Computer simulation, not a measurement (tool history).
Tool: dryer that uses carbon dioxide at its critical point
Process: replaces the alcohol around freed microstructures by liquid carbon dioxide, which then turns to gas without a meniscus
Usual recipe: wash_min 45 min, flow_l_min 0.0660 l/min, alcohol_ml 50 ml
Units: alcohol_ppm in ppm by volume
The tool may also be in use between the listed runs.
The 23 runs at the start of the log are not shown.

Run 24, hour 372.8: usual settings but wash_min 48 min, flow_l_min 0.0863 l/min, alcohol_ml 32 ml. Result: alcohol_ppm 147 ppm by volume.
Run 25, hour 393.5: usual settings but wash_min 30 min, alcohol_ml 56 ml. Result: alcohol_ppm 3951 ppm by volume.
Run 26, hour 408.7: usual settings but wash_min 35 min, alcohol_ml 24 ml. Result: alcohol_ppm 1033 ppm by volume.
Run 27, hour 422.0: usual settings but wash_min 35 min, flow_l_min 0.0953 l/min, alcohol_ml 108 ml. Result: alcohol_ppm 936 ppm by volume.
Run 28, hour 431.8: usual settings but wash_min 35 min, flow_l_min 0.0953 l/min, alcohol_ml 108 ml. Result: alcohol_ppm 930 ppm by volume.
Run 29, hour 441.6: usual settings but wash_min 72 min, flow_l_min 0.0992 l/min. Result: alcohol_ppm 100 ppm by volume.
Run 30, hour 453.2: usual settings but wash_min 60 min, flow_l_min 0.0640 l/min, alcohol_ml 103 ml. Result: alcohol_ppm 422 ppm by volume.
Run 31, hour 464.5: usual settings but alcohol_ml 60 ml. Result: alcohol_ppm 938 ppm by volume.
Run 32, hour 473.6: usual settings but wash_min 39 min, flow_l_min 0.0586 l/min, alcohol_ml 45 ml. Result: alcohol_ppm 2002 ppm by volume.
Run 33, hour 488.2: usual settings but wash_min 39 min, flow_l_min 0.0569 l/min, alcohol_ml 26 ml. Result: alcohol_ppm 1356 ppm by volume.
At hour 503.2: inlet filter changed.
Run 34, hour 507.7: usual settings but wash_min 28 min, alcohol_ml 94 ml. Result: alcohol_ppm 7069 ppm by volume.
Run 35, hour 529.6: usual settings but wash_min 50 min, alcohol_ml 46 ml. Result: alcohol_ppm 370 ppm by volume.
Run 36, hour 539.0: usual settings but wash_min 38 min, flow_l_min 0.0605 l/min, alcohol_ml 46 ml. Result: alcohol_ppm 1623 ppm by volume.
Run 37, hour 558.4: usual settings but flow_l_min 0.1017 l/min. Result: alcohol_ppm 149 ppm by volume.
Run 38, hour 571.0: usual settings but alcohol_ml 111 ml. Result: alcohol_ppm 1210 ppm by volume.
Run 39, hour 590.1: usual settings but wash_min 53 min, flow_l_min 0.1021 l/min, alcohol_ml 54 ml. Result: alcohol_ppm 120 ppm by volume.
Run 40, hour 612.0: usual settings but wash_min 31 min, flow_l_min 0.0579 l/min, alcohol_ml 47 ml. Result: alcohol_ppm 3959 ppm by volume.
Run 41, hour 624.3: usual settings but wash_min 39 min, flow_l_min 0.0472 l/min, alcohol_ml 31 ml. Result: alcohol_ppm 2471 ppm by volume.
Run 42, hour 645.1: usual settings but wash_min 39 min, flow_l_min 0.0472 l/min, alcohol_ml 31 ml. Result: alcohol_ppm 2384 ppm by volume.
Run 43, hour 665.2: usual settings but wash_min 48 min, flow_l_min 0.0833 l/min, alcohol_ml 40 ml. Result: alcohol_ppm 196 ppm by volume.

Predict each of these 3 candidate next runs independently; none follows another, all start after run 43:
Run A, hour 679.3: usual settings but flow_l_min 0.0804 l/min, alcohol_ml 26 ml. Result: alcohol_ppm ?.
Run B, hour 679.3: usual settings but wash_min 39 min, flow_l_min 0.0970 l/min, alcohol_ml 94 ml. Result: alcohol_ppm ?.
Run C, hour 679.3: usual settings but wash_min 62 min, flow_l_min 0.0833 l/min, alcohol_ml 86 ml. Result: alcohol_ppm ?.

run  alcohol_ppm
  A          231
  B          395
  C          150
With no hidden state in the tool, these same runs would have given:
run  alcohol_ppm
  A           93
  B          233
  C           25

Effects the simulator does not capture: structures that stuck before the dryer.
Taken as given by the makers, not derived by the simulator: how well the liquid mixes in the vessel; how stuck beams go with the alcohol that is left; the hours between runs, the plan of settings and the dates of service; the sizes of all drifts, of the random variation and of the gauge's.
